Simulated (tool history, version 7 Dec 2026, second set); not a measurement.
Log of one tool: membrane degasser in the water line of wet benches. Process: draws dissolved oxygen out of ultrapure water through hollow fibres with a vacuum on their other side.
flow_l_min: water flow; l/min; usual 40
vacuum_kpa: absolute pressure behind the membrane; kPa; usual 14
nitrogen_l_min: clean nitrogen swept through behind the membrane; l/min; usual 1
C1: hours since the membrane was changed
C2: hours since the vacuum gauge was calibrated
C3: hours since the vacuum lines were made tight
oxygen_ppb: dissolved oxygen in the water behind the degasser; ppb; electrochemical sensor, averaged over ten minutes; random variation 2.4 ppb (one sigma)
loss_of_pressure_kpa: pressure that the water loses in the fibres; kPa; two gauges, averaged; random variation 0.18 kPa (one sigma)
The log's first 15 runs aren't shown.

-- hour=820.8 vacuum gauge calibrated
run 16 hour=858 | flow_l_min=40 vacuum_kpa=14 nitrogen_l_min=1 | C1=3739 C2=37 C3=5401 | oxygen_ppb=826.8 loss_of_pressure_kpa=31.56
run 17 hour=925.5 | flow_l_min=35 vacuum_kpa=32.2 nitrogen_l_min=0.5 | C1=3806 C2=105 C3=5468 | oxygen_ppb=2662.2 loss_of_pressure_kpa=27.64
run 18 hour=1006.7 | flow_l_min=26 vacuum_kpa=16.7 nitrogen_l_min=2.11 | C1=3887 C2=186 C3=5549 | oxygen_ppb=375.1 loss_of_pressure_kpa=20.24
run 19 hour=1079.1 | flow_l_min=26 vacuum_kpa=16.7 nitrogen_l_min=2.11 | C1=3960 C2=258 C3=5622 | oxygen_ppb=375.3 loss_of_pressure_kpa=20.45
run 20 hour=1145.2 | flow_l_min=26 vacuum_kpa=16.7 nitrogen_l_min=2.11 | C1=4026 C2=324 C3=5688 | oxygen_ppb=376.1 loss_of_pressure_kpa=20.56
run 21 hour=1182.6 | flow_l_min=40 vacuum_kpa=15.8 nitrogen_l_min=1.13 | C1=4063 C2=362 C3=5725 | oxygen_ppb=868.4 loss_of_pressure_kpa=31.73
run 22 hour=1231.2 | flow_l_min=26 vacuum_kpa=13.8 nitrogen_l_min=0.6 | C1=4112 C2=410 C3=5774 | oxygen_ppb=836.4 loss_of_pressure_kpa=20.73
run 23 hour=1277.7 | flow_l_min=26 vacuum_kpa=13.8 nitrogen_l_min=0.6 | C1=4158 C2=457 C3=5820 | oxygen_ppb=834.4 loss_of_pressure_kpa=20.47
run 24 hour=1355.7 | flow_l_min=30 vacuum_kpa=27.4 nitrogen_l_min=0.6 | C1=4236 C2=535 C3=5898 | oxygen_ppb=1886.3 loss_of_pressure_kpa=23.71
run 25 hour=1416.1 | flow_l_min=30 vacuum_kpa=27.4 nitrogen_l_min=0.6 | C1=4297 C2=595 C3=5959 | oxygen_ppb=1889.4 loss_of_pressure_kpa=23.96
run 26 hour=1478 | flow_l_min=24 vacuum_kpa=27.4 nitrogen_l_min=1.18 | C1=4359 C2=657 C3=6021 | oxygen_ppb=977.9 loss_of_pressure_kpa=19.11
run 27 hour=1523.5 | flow_l_min=24 vacuum_kpa=27.4 nitrogen_l_min=1.18 | C1=4404 C2=703 C3=6066 | oxygen_ppb=982.3 loss_of_pressure_kpa=19
-- hour=1549.4 gauge calibrated
run 28 hour=1595.6 | flow_l_min=39 vacuum_kpa=14 nitrogen_l_min=1 | C1=4476 C2=775 C3=6138 | oxygen_ppb=809 loss_of_pressure_kpa=30.14
run 29 hour=1650.5 | flow_l_min=40 vacuum_kpa=14 nitrogen_l_min=1 | C1=4531 C2=830 C3=6193 | oxygen_ppb=827.5 loss_of_pressure_kpa=30.81
run 30 hour=1701.7 | flow_l_min=40 vacuum_kpa=14 nitrogen_l_min=1 | C1=4582 C2=881 C3=6244 | oxygen_ppb=823.8 loss_of_pressure_kpa=30.96
run 31 hour=1764.5 | flow_l_min=44 vacuum_kpa=10.3 nitrogen_l_min=1 | C1=4645 C2=944 C3=6307 | oxygen_ppb=629.5 loss_of_pressure_kpa=34.13
run 32 hour=1837.6 | flow_l_min=44 vacuum_kpa=10.3 nitrogen_l_min=1 | C1=4718 C2=1017 C3=6380 | oxygen_ppb=624.2 loss_of_pressure_kpa=34.01

3 ways to go on from here, each from the tool as it stands after run 32. What would each give?
run A hour=1904.3 | flow_l_min=40 vacuum_kpa=34.9 nitrogen_l_min=1 | C1=4785 C2=1083 C3=6447 | oxygen_ppb=? loss_of_pressure_kpa=?
run B hour=1904.3 | flow_l_min=38 vacuum_kpa=8.6 nitrogen_l_min=0.59 | C1=4785 C2=1083 C3=6447 | oxygen_ppb=? loss_of_pressure_kpa=?
run C hour=1904.3 | flow_l_min=33 vacuum_kpa=18 nitrogen_l_min=1.87 | C1=4785 C2=1083 C3=6447 | oxygen_ppb=? loss_of_pressure_kpa=?

run=A oxygen_ppb=2037.1 loss_of_pressure_kpa=31.17
run=B oxygen_ppb=614.6 loss_of_pressure_kpa=29.41
run=C oxygen_ppb=569.2 loss_of_pressure_kpa=25.48
Without the tool's hidden state the same runs would have given:
run=A oxygen_ppb=2036.9 loss_of_pressure_kpa=30.96
run=B oxygen_ppb=614.5 loss_of_pressure_kpa=29.2
run=C oxygen_ppb=569 loss_of_pressure_kpa=25.31

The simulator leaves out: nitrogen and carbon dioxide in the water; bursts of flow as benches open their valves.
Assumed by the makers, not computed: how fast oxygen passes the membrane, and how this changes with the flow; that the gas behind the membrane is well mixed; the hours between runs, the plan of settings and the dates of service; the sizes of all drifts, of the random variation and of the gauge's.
